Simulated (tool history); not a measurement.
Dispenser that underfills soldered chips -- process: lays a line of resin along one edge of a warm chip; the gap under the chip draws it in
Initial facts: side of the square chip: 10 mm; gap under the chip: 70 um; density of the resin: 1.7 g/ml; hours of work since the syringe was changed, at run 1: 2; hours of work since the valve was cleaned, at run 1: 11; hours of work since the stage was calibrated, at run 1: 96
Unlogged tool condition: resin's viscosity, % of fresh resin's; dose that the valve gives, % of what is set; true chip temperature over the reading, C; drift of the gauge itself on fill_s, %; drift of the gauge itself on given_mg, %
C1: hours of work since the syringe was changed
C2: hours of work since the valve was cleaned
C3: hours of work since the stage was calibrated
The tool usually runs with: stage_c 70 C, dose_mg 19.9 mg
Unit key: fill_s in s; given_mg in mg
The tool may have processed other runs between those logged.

{"run": 1, "hour": 0.0, "stage_c": 70, "dose_mg": 19.9, "C1": 2, "C2": 11, "C3": 96, "fill_s": 134.8, "given_mg": 19.96}
{"run": 2, "hour": 4.4, "stage_c": 70, "dose_mg": 25.1, "C1": 6, "C2": 14, "C3": 99, "fill_s": 160.5, "given_mg": 25.05}
{"run": 3, "hour": 6.4, "stage_c": 70, "dose_mg": 25.1, "C1": 7, "C2": 16, "C3": 101, "fill_s": 175.4, "given_mg": 24.84}
{"hour": 7.0, "done": "new syringe of resin"}
{"run": 4, "hour": 10.4, "stage_c": 70, "dose_mg": 25.1, "C1": 2, "C2": 19, "C3": 104, "fill_s": 136.1, "given_mg": 24.99}
{"run": 5, "hour": 12.8, "stage_c": 70, "dose_mg": 25.1, "C1": 4, "C2": 20, "C3": 105, "fill_s": 150.9, "given_mg": 24.85}
{"hour": 17.1, "done": "new syringe of resin"}
{"run": 6, "hour": 17.1, "stage_c": 70, "dose_mg": 25.1, "C1": 0, "C2": 23, "C3": 108, "fill_s": 115.4, "given_mg": 24.8}
{"run": 7, "hour": 19.7, "stage_c": 70, "dose_mg": 25.1, "C1": 2, "C2": 25, "C3": 110, "fill_s": 128, "given_mg": 24.82}
{"run": 8, "hour": 21.7, "stage_c": 70, "dose_mg": 25.1, "C1": 3, "C2": 27, "C3": 112, "fill_s": 137.6, "given_mg": 24.87}
{"run": 9, "hour": 24.5, "stage_c": 70, "dose_mg": 25.6, "C1": 5, "C2": 29, "C3": 114, "fill_s": 161.9, "given_mg": 25.22}
{"hour": 27.2, "done": "new syringe of resin"}
{"run": 10, "hour": 27.9, "stage_c": 70, "dose_mg": 25.6, "C1": 1, "C2": 31, "C3": 116, "fill_s": 117, "given_mg": 25.19}
{"run": 11, "hour": 32.4, "stage_c": 70, "dose_mg": 18.4, "C1": 4, "C2": 34, "C3": 119, "fill_s": 148.4, "given_mg": 18.16}
{"run": 12, "hour": 35.9, "stage_c": 58, "dose_mg": 19.4, "C1": 6, "C2": 37, "C3": 122, "fill_s": 274.1, "given_mg": 19.04}
{"hour": 37.4, "done": "new syringe of resin"}
{"run": 13, "hour": 40.3, "stage_c": 75, "dose_mg": 21.9, "C1": 2, "C2": 40, "C3": 125, "fill_s": 109.6, "given_mg": 21.59}
{"run": 14, "hour": 42.2, "stage_c": 78, "dose_mg": 19.5, "C1": 3, "C2": 41, "C3": 126, "fill_s": 107.8, "given_mg": 19.16}
{"run": 15, "hour": 45.6, "stage_c": 78, "dose_mg": 22.9, "C1": 6, "C2": 44, "C3": 129, "fill_s": 123.4, "given_mg": 22.26}
{"hour": 47.5, "done": "new syringe of resin"}
{"run": 16, "hour": 47.7, "stage_c": 56, "dose_mg": 25.4, "C1": 0, "C2": 45, "C3": 130, "fill_s": 202.5, "given_mg": 24.74}
{"run": 17, "hour": 50.6, "stage_c": 56, "dose_mg": 25.4, "C1": 2, "C2": 47, "C3": 132, "fill_s": 229.9, "given_mg": 24.88}
{"run": 18, "hour": 52.9, "stage_c": 79, "dose_mg": 18.1, "C1": 4, "C2": 49, "C3": 134, "fill_s": 109.7, "given_mg": 17.63}

4 ways to go on from here, each from the tool as it stands after run 18. What would each give?
{"run": "A", "hour": 56.6, "stage_c": 82, "dose_mg": 21.4, "C1": 7, "C2": 52, "C3": 137, "fill_s": "?", "given_mg": "?"}
{"run": "B", "hour": 56.6, "stage_c": 78, "dose_mg": 18.1, "C1": 7, "C2": 52, "C3": 137, "fill_s": "?", "given_mg": "?"}
{"run": "C", "hour": 56.6, "stage_c": 60, "dose_mg": 25.3, "C1": 7, "C2": 52, "C3": 137, "fill_s": "?", "given_mg": "?"}
{"run": "D", "hour": 56.6, "stage_c": 70, "dose_mg": 21.2, "C1": 7, "C2": 52, "C3": 137, "fill_s": "?", "given_mg": "?"}

run=A fill_s=113.7 given_mg=20.78
run=B fill_s=132.1 given_mg=17.72
run=C fill_s=252 given_mg=24.47
run=D fill_s=174.5 given_mg=20.44
Had the tool no hidden state, the same runs would have come out as:
run=A fill_s=75 given_mg=21.33
run=B fill_s=87.2 given_mg=18.19
run=C fill_s=166.6 given_mg=25.12
run=D fill_s=115.2 given_mg=20.98
